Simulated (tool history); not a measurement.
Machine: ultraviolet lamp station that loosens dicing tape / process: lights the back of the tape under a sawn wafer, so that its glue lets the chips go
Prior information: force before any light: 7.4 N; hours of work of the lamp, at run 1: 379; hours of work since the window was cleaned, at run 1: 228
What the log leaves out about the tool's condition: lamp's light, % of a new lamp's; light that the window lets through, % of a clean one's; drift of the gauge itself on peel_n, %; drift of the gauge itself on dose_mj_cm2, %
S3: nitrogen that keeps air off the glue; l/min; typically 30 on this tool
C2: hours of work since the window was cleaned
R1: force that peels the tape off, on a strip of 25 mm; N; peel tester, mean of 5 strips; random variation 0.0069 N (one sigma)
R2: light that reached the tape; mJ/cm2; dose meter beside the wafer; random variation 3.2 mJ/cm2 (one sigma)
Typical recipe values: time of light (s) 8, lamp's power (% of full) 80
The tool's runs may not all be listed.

{"run": 1, "hour": 0.0, "time of light (s)": 8, "lamp's power (% of full)": 80, "S3": 30, "hours of work of the lamp": 379, "C2": 228, "R1": 0.239, "R2": 489}
{"run": 2, "hour": 60.3, "time of light (s)": 8, "lamp's power (% of full)": 80, "S3": 49, "hours of work of the lamp": 422, "C2": 271, "R1": 0.207, "R2": 487}
{"run": 3, "hour": 108.5, "time of light (s)": 8, "lamp's power (% of full)": 80, "S3": 49, "hours of work of the lamp": 456, "C2": 305, "R1": 0.197, "R2": 494}
{"run": 4, "hour": 174.1, "time of light (s)": 8, "lamp's power (% of full)": 80, "S3": 9, "hours of work of the lamp": 503, "C2": 352, "R1": 0.525, "R2": 492}
{"run": 5, "hour": 234.7, "time of light (s)": 8, "lamp's power (% of full)": 80, "S3": 29, "hours of work of the lamp": 547, "C2": 396, "R1": 0.243, "R2": 492}
{"run": 6, "hour": 297.7, "time of light (s)": 8, "lamp's power (% of full)": 80, "S3": 29, "hours of work of the lamp": 592, "C2": 441, "R1": 0.244, "R2": 491}
{"run": 7, "hour": 327.7, "time of light (s)": 8, "lamp's power (% of full)": 62, "S3": 30, "hours of work of the lamp": 613, "C2": 462, "R1": 0.461, "R2": 379}
{"hour": 351.0, "done": "window cleaned of glue's vapour"}
{"run": 8, "hour": 380.8, "time of light (s)": 8, "lamp's power (% of full)": 80, "S3": 30, "hours of work of the lamp": 651, "C2": 21, "R1": 0.239, "R2": 488}
{"run": 9, "hour": 439.6, "time of light (s)": 8, "lamp's power (% of full)": 80, "S3": 17, "hours of work of the lamp": 693, "C2": 63, "R1": 0.355, "R2": 491}
{"run": 10, "hour": 478.3, "time of light (s)": 8, "lamp's power (% of full)": 80, "S3": 17, "hours of work of the lamp": 721, "C2": 91, "R1": 0.35, "R2": 496}
{"run": 11, "hour": 518.1, "time of light (s)": 8, "lamp's power (% of full)": 80, "S3": 17, "hours of work of the lamp": 749, "C2": 120, "R1": 0.357, "R2": 494}
{"run": 12, "hour": 547.5, "time of light (s)": 8, "lamp's power (% of full)": 80, "S3": 17, "hours of work of the lamp": 770, "C2": 141, "R1": 0.354, "R2": 487}
{"run": 13, "hour": 595.4, "time of light (s)": 8, "lamp's power (% of full)": 80, "S3": 17, "hours of work of the lamp": 805, "C2": 175, "R1": 0.34, "R2": 493}
{"run": 14, "hour": 635.4, "time of light (s)": 8, "lamp's power (% of full)": 80, "S3": 45, "hours of work of the lamp": 833, "C2": 204, "R1": 0.204, "R2": 496}
{"run": 15, "hour": 685.9, "time of light (s)": 8, "lamp's power (% of full)": 80, "S3": 45, "hours of work of the lamp": 869, "C2": 240, "R1": 0.203, "R2": 489}
{"run": 16, "hour": 731.2, "time of light (s)": 8, "lamp's power (% of full)": 88, "S3": 30, "hours of work of the lamp": 902, "C2": 272, "R1": 0.191, "R2": 543}
{"run": 17, "hour": 791.8, "time of light (s)": 8, "lamp's power (% of full)": 80, "S3": 30, "hours of work of the lamp": 945, "C2": 316, "R1": 0.24, "R2": 494}
{"run": 18, "hour": 850.2, "time of light (s)": 8, "lamp's power (% of full)": 80, "S3": 30, "hours of work of the lamp": 987, "C2": 358, "R1": 0.251, "R2": 495}
{"run": 19, "hour": 900.7, "time of light (s)": 8, "lamp's power (% of full)": 80, "S3": 30, "hours of work of the lamp": 1023, "C2": 394, "R1": 0.246, "R2": 491}
{"run": 20, "hour": 948.2, "time of light (s)": 8, "lamp's power (% of full)": 80, "S3": 30, "hours of work of the lamp": 1057, "C2": 428, "R1": 0.24, "R2": 491}
{"run": 21, "hour": 991.6, "time of light (s)": 8, "lamp's power (% of full)": 80, "S3": 30, "hours of work of the lamp": 1088, "C2": 459, "R1": 0.244, "R2": 493}
{"hour": 1018.8, "done": "window cleaned of glue's vapour"}
{"run": 22, "hour": 1040.2, "time of light (s)": 12, "lamp's power (% of full)": 76, "S3": 35, "hours of work of the lamp": 1123, "C2": 15, "R1": 0.103, "R2": 704}
{"run": 23, "hour": 1079.3, "time of light (s)": 12, "lamp's power (% of full)": 76, "S3": 35, "hours of work of the lamp": 1151, "C2": 43, "R1": 0.107, "R2": 695}
{"run": 24, "hour": 1144.3, "time of light (s)": 12, "lamp's power (% of full)": 76, "S3": 35, "hours of work of the lamp": 1197, "C2": 90, "R1": 0.108, "R2": 703}
{"run": 25, "hour": 1172.1, "time of light (s)": 12, "lamp's power (% of full)": 76, "S3": 35, "hours of work of the lamp": 1217, "C2": 110, "R1": 0.102, "R2": 693}
{"run": 26, "hour": 1219.1, "time of light (s)": 12, "lamp's power (% of full)": 76, "S3": 35, "hours of work of the lamp": 1251, "C2": 143, "R1": 0.104, "R2": 707}
{"run": 27, "hour": 1277.1, "time of light (s)": 12, "lamp's power (% of full)": 76, "S3": 35, "hours of work of the lamp": 1292, "C2": 185, "R1": 0.117, "R2": 697}
{"hour": 1298.1, "done": "lamp changed"}
{"run": 28, "hour": 1324.5, "time of light (s)": 12, "lamp's power (% of full)": 88, "S3": 35, "hours of work of the lamp": 19, "C2": 218, "R1": 0.1, "R2": 809}
{"run": 29, "hour": 1371.7, "time of light (s)": 13, "lamp's power (% of full)": 84, "S3": 25, "hours of work of the lamp": 53, "C2": 252, "R1": 0.097, "R2": 835}
{"run": 30, "hour": 1404.9, "time of light (s)": 13, "lamp's power (% of full)": 62, "S3": 30, "hours of work of the lamp": 77, "C2": 276, "R1": 0.156, "R2": 618}
{"run": 31, "hour": 1447.7, "time of light (s)": 5, "lamp's power (% of full)": 80, "S3": 12, "hours of work of the lamp": 107, "C2": 306, "R1": 1.194, "R2": 302}
{"run": 32, "hour": 1512.3, "time of light (s)": 5, "lamp's power (% of full)": 80, "S3": 12, "hours of work of the lamp": 153, "C2": 353, "R1": 1.176, "R2": 310}
{"run": 33, "hour": 1553.7, "time of light (s)": 5, "lamp's power (% of full)": 84, "S3": 12, "hours of work of the lamp": 183, "C2": 382, "R1": 1.03, "R2": 319}
{"run": 34, "hour": 1611.1, "time of light (s)": 5, "lamp's power (% of full)": 73, "S3": 49, "hours of work of the lamp": 224, "C2": 423, "R1": 0.743, "R2": 286}
{"run": 35, "hour": 1670.1, "time of light (s)": 5, "lamp's power (% of full)": 73, "S3": 49, "hours of work of the lamp": 266, "C2": 466, "R1": 0.772, "R2": 278}
{"hour": 1689.1, "done": "window cleaned of glue's vapour"}
{"run": 36, "hour": 1722.7, "time of light (s)": 5, "lamp's power (% of full)": 73, "S3": 49, "hours of work of the lamp": 304, "C2": 24, "R1": 0.735, "R2": 280}
{"run": 37, "hour": 1786.5, "time of light (s)": 5, "lamp's power (% of full)": 73, "S3": 49, "hours of work of the lamp": 349, "C2": 70, "R1": 0.759, "R2": 278}
{"run": 38, "hour": 1846.6, "time of light (s)": 5, "lamp's power (% of full)": 80, "S3": 9, "hours of work of the lamp": 392, "C2": 113, "R1": 1.328, "R2": 311}
{"run": 39, "hour": 1903.1, "time of light (s)": 16, "lamp's power (% of full)": 67, "S3": 48, "hours of work of the lamp": 433, "C2": 153, "R1": 0.091, "R2": 821}
{"run": 40, "hour": 1956.8, "time of light (s)": 10, "lamp's power (% of full)": 65, "S3": 30, "hours of work of the lamp": 471, "C2": 192, "R1": 0.223, "R2": 500}
{"run": 41, "hour": 2018.5, "time of light (s)": 10, "lamp's power (% of full)": 65, "S3": 30, "hours of work of the lamp": 516, "C2": 236, "R1": 0.227, "R2": 496}
{"run": 42, "hour": 2057.1, "time of light (s)": 10, "lamp's power (% of full)": 99, "S3": 20, "hours of work of the lamp": 543, "C2": 264, "R1": 0.116, "R2": 761}

For each entry between runs, how does the tool's hidden state at the last listed run before it compare with that at the first listed run after it?
Logged between run 7 and run 8: window cleaned of glue's vapour (hour 351)
  light that the window lets through, % of a clean one's: 99.9 -> 100
Logged between run 21 and run 22: window cleaned of glue's vapour (hour 1018.8)
  lamp's light, % of a new lamp's: 99.8 -> 99.7; light that the window lets through, % of a clean one's: 99.9 -> 100
Logged between run 27 and run 28: lamp changed (hour 1298.1)
  lamp's light, % of a new lamp's: 99.7 -> 100
Logged between run 35 and run 36: window cleaned of glue's vapour (hour 1689.1)
  light that the window lets through, % of a clean one's: 99.9 -> 100
